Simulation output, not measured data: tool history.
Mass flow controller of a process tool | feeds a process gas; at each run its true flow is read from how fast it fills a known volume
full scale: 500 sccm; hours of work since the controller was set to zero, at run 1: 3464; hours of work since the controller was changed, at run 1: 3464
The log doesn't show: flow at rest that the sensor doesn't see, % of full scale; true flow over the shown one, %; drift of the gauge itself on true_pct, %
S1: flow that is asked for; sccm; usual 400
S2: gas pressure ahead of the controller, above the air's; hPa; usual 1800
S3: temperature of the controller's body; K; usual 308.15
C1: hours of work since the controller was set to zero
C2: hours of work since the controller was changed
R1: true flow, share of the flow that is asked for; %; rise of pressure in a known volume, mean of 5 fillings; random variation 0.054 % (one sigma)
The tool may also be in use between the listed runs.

run    hour   S1    S2      S3    C1    C2     R1
  1     0.0  400  1800  308.15  3464  3464  99.09
  2   258.4  400  1800  308.15  3666  3666  98.80
  3   425.3  400  1800  308.15  3797  3797  98.97
  4   682.9  400  1800  308.15  3999  3999  99.02
  5   952.6  400  1800  308.15  4210  4210  98.98
  6  1141.8  400  1800  308.15  4358  4358  99.02
  7  1435.7  400  1800  308.15  4588  4588  99.04
  8  1707.1  400  1800  308.15  4800  4800  99.06
  9  1936.9  400  1800  308.15  4980  4980  99.10
     2025.3  -- controller exchanged for a calibrated one
 10  2067.6  400  1800  308.15    33    33  98.53
 11  2267.6  400  1800  308.15   190   190  98.56
 12  2396.2  400  1800  293.15   290   290  99.25
 13  2575.3  400  1800  293.15   431   431  99.24
 14  2870.5  400  1800  293.15   662   662  99.27
 15  2997.6   74  1620  309.15   761   761  95.28
 16  3194.6  400  1630  293.15   915   915  99.25
 17  3380.2  322  1790  306.15  1061  1061  98.24
 18  3558.1  322  1790  306.15  1200  1200  98.11
 19  3793.0  429  1810  294.15  1384  1384  99.51
 20  3936.9  429  1810  294.15  1496  1496  99.56
 21  4183.6  142  1570  297.15  1690  1690  96.47
 22  4393.6  142  1570  297.15  1854  1854  96.48

Forecast run 23:
 23  4610.0  103  1430  300.15  2023  2023   ?

R1: 95.36 %
Without the tool's hidden state the same run would have given R1 96.99 %.
